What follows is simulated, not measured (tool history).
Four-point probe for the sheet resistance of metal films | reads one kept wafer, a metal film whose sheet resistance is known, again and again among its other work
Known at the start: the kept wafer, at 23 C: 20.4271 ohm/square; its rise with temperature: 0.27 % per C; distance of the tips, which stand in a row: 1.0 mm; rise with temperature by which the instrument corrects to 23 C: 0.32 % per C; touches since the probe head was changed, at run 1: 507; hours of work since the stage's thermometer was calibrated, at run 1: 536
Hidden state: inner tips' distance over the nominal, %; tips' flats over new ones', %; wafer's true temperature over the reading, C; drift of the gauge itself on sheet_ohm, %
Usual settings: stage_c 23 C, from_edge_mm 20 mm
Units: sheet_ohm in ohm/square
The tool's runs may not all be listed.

| run | hour | stage_c | from_edge_mm | touches since the probe head was changed | hours of work since the stage's thermometer was calibrated | sheet_ohm |
|---|---|---|---|---|---|---|
| 1 | 0 | 23 | 20 | 507 | 536 | 20.301852 |
| 2 | 77.7 | 23 | 20 | 2959 | 590 | 20.298596 |
| 3 | 142.6 | 29 | 20 | 5008 | 634 | 20.223011 |
| 4 | 220.6 | 29 | 13 | 7472 | 688 | 20.247379 |
| 5 | 294.4 | 29 | 13 | 9804 | 739 | 20.235902 |
| 6 | 366.7 | 29 | 13 | 12086 | 789 | 20.233042 |
| 7 | 436.5 | 29 | 15 | 14289 | 837 | 20.203 |
| 8 | 503.7 | 29 | 15 | 16412 | 884 | 20.200455 |
| 9 | 541.2 | 25 | 15 | 17594 | 910 | 20.230337 |
| 10 | 604.7 | 25 | 15 | 19600 | 953 | 20.219361 |
| 11 | 673.4 | 25 | 15 | 21772 | 1001 | 20.214894 |
| 12 | 735.7 | 20 | 20 | 23738 | 1044 | 20.234546 |
| 13 | 807.6 | 20 | 20 | 26006 | 1093 | 20.219828 |
| 14 | 888.6 | 22 | 20 | 28567 | 1149 | 20.193866 |
| 15 | 962.3 | 22 | 20 | 30891 | 1200 | 20.186866 |
| 16 | 1037.7 | 18 | 17 | 33273 | 1252 | 20.229378 |
| 17 | 1117 | 29 | 29 | 35778 | 1307 | 20.070732 |
| 18 | 1190.2 | 20 | 11 | 38089 | 1357 | 20.227613 |
| 19 | 1245.9 | 23 | 13 | 39849 | 1396 | 20.162321 |
| 20 | 1287.6 | 33 | 6 | 41165 | 1425 | 20.288365 |
| 21 | 1368.6 | 33 | 6 | 43721 | 1480 | 20.285485 |
|  | 1377.2 | stage's thermometer calibrated |
| 22 | 1429.6 | 31 | 33 | 45634 | 36 | 20.020999 |
| 23 | 1519.9 | 31 | 33 | 48483 | 98 | 20.011805 |

Run 24 comes next. What will it give?
| 24 | 1562.6 | 26 | 7 | 49834 | 128 | ? |

{"run 24": {"sheet_ohm": 20.268526}}
Without the tool's hidden state the same run would have given sheet_ohm 20.617357 ohm/square.
